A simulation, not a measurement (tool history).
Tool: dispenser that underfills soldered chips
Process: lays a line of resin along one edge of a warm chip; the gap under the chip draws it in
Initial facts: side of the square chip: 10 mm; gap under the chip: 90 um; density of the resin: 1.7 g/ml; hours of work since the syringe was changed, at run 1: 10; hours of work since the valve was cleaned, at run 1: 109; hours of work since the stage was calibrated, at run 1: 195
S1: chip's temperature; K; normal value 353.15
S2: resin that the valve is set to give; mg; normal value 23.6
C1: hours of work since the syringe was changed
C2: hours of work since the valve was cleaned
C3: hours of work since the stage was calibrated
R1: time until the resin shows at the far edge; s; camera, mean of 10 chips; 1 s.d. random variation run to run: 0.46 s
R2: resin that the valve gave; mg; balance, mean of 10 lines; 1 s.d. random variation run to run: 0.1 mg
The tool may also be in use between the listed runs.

Run 1, day 0.000: usual settings; C1 10; C2 109; C3 195. Result: R1 72.5 s, R2 22.57 mg.
At day 0.088: new syringe of resin.
Run 2, day 0.158: usual settings; C1 1; C2 112; C3 198. Result: R1 38.8 s, R2 22.65 mg.
Run 3, day 0.375: usual settings but S2 27.8 mg; C1 5; C2 116; C3 202. Result: R1 51.7 s, R2 26.73 mg.
At day 0.696: new syringe of resin.
Run 4, day 0.725: usual settings but S2 27.8 mg; C1 1; C2 122; C3 209. Result: R1 34.5 s, R2 26.41 mg.
Run 5, day 0.958: usual settings but S2 27.8 mg; C1 5; C2 127; C3 213. Result: R1 49.0 s, R2 26.56 mg.
Run 6, day 1.146: usual settings but S2 27.8 mg; C1 9; C2 131; C3 217. Result: R1 64.9 s, R2 26.60 mg.
At day 1.283: new syringe of resin.
Run 7, day 1.383: usual settings but S2 29.5 mg; C1 2; C2 135; C3 221. Result: R1 38.2 s, R2 28.05 mg.
Run 8, day 1.738: usual settings but S2 25.7 mg; C1 9; C2 142; C3 228. Result: R1 63.4 s, R2 24.40 mg.
At day 1.888: new syringe of resin.
Run 9, day 1.979: usual settings but S2 25.7 mg; C1 2; C2 146; C3 232. Result: R1 36.6 s, R2 24.34 mg.
At day 2.171: dispensing valve cleaned and set on the balance.
Run 10, day 2.333: usual settings but S2 25.7 mg; C1 8; C2 3; C3 238. Result: R1 57.6 s, R2 25.54 mg.
Run 11, day 2.500: usual settings but S2 25.7 mg; C1 11; C2 6; C3 241. Result: R1 74.3 s, R2 25.53 mg.
At day 2.529: new syringe of resin.
Run 12, day 2.817: usual settings but S2 25.7 mg; C1 5; C2 12; C3 247. Result: R1 49.3 s, R2 25.65 mg.
Run 13, day 3.100: usual settings but S2 25.7 mg; C1 11; C2 18; C3 253. Result: R1 76.7 s, R2 25.51 mg.
At day 3.142: new syringe of resin.
Run 14, day 3.354: usual settings but S1 366.15 K; C1 4; C2 22; C3 257. Result: R1 26.1 s, R2 23.34 mg.
Run 15, day 3.646: usual settings but S1 361.15 K; C1 10; C2 28; C3 263. Result: R1 48.2 s, R2 23.55 mg.
At day 3.758: new syringe of resin.
Run 16, day 3.854: usual settings but S1 344.15 K; C1 2; C2 31; C3 267. Result: R1 57.6 s, R2 23.28 mg.
Run 17, day 4.079: usual settings but S2 23.9 mg; C1 6; C2 36; C3 271. Result: R1 52.6 s, R2 23.39 mg.
Run 18, day 4.304: usual settings but S1 367.15 K; C1 10; C2 40; C3 275. Result: R1 39.3 s, R2 23.25 mg.
At day 4.350: new syringe of resin.
Run 19, day 4.467: usual settings but S2 21.3 mg; C1 2; C2 43; C3 278. Result: R1 40.7 s, R2 21.07 mg.
Run 20, day 4.696: usual settings but S1 344.15 K, S2 30.6 mg; C1 7; C2 47; C3 282. Result: R1 84.2 s, R2 30.04 mg.
Run 21, day 4.908: usual settings but S1 344.15 K, S2 30.6 mg; C1 11; C2 51; C3 287. Result: R1 113.1 s, R2 29.96 mg.
At day 4.942: new syringe of resin.
Run 22, day 5.192: usual settings but S1 344.15 K, S2 30.6 mg; C1 5; C2 57; C3 292. Result: R1 71.3 s, R2 30.17 mg.
Run 23, day 5.462: usual settings but S2 24.8 mg; C1 10; C2 62; C3 297. Result: R1 70.5 s, R2 24.16 mg.
At day 5.538: new syringe of resin.
Run 24, day 5.708: usual settings but S2 24.8 mg; C1 3; C2 66; C3 301. Result: R1 42.7 s, R2 24.41 mg.
Run 25, day 5.929: usual settings but S2 24.8 mg; C1 8; C2 71; C3 306. Result: R1 56.9 s, R2 24.07 mg.
At day 6.142: new syringe of resin.
Run 26, day 6.229: usual settings but S2 24.8 mg; C1 2; C2 76; C3 311. Result: R1 37.5 s, R2 24.21 mg.
Run 27, day 6.512: usual settings but S1 367.15 K, S2 30.6 mg; C1 7; C2 82; C3 317. Result: R1 30.2 s, R2 29.88 mg.
Run 28, day 6.658: usual settings but S1 343.15 K, S2 20.1 mg; C1 10; C2 84; C3 319. Result: R1 117.5 s, R2 19.50 mg.
At day 6.738: new syringe of resin.
Run 29, day 7.004: usual settings but S1 350.15 K, S2 25.1 mg; C1 5; C2 91; C3 326. Result: R1 57.1 s, R2 24.57 mg.
Run 30, day 7.308: usual settings but S1 356.15 K, S2 23.0 mg; C1 11; C2 97; C3 332. Result: R1 68.4 s, R2 22.13 mg.
At day 7.350: new syringe of resin.
Run 31, day 7.658: usual settings but S1 348.15 K; C1 6; C2 103; C3 338. Result: R1 66.0 s, R2 22.62 mg.
Run 32, day 7.842: usual settings but S1 348.15 K, S2 25.2 mg; C1 9; C2 106; C3 342. Result: R1 85.1 s, R2 24.25 mg.
At day 7.954: new syringe of resin.
Run 33, day 8.121: usual settings but S1 346.15 K, S2 24.3 mg; C1 3; C2 112; C3 347. Result: R1 59.0 s, R2 23.31 mg.
Run 34, day 8.325: usual settings but S1 346.15 K, S2 24.3 mg; C1 7; C2 116; C3 351. Result: R1 78.6 s, R2 23.36 mg.
Run 35, day 8.492: usual settings but S2 24.3 mg; C1 10; C2 119; C3 354. Result: R1 72.1 s, R2 23.30 mg.

Below are 4 alternative next runs, each starting from the tool's condition after run 35. Predict each:
At day 8.554: new syringe of resin.
Run A, day 8.850: usual settings but S1 343.15 K, S2 25.3 mg; C1 6; C2 125; C3 360. Result: R1 ?, R2 ?.
At day 8.554: new syringe of resin.
Run B, day 8.850: usual settings but S2 23.9 mg; C1 6; C2 125; C3 360. Result: R1 ?, R2 ?.
At day 8.554: new syringe of resin.
Run C, day 8.850: usual settings but S1 340.15 K, S2 24.5 mg; C1 6; C2 125; C3 360. Result: R1 ?, R2 ?.
At day 8.554: new syringe of resin.
Run D, day 8.850: usual settings but S2 28.8 mg; C1 6; C2 125; C3 360. Result: R1 ?, R2 ?.

run    R1     R2
  A  81.0  24.23
  B  51.4  22.93
  C  94.7  23.51
  D  49.5  27.81
With no hidden state in the tool, these same runs would have given:
run    R1     R2
  A  55.0  25.34
  B  34.8  23.98
  C  64.3  24.58
  D  33.4  29.08

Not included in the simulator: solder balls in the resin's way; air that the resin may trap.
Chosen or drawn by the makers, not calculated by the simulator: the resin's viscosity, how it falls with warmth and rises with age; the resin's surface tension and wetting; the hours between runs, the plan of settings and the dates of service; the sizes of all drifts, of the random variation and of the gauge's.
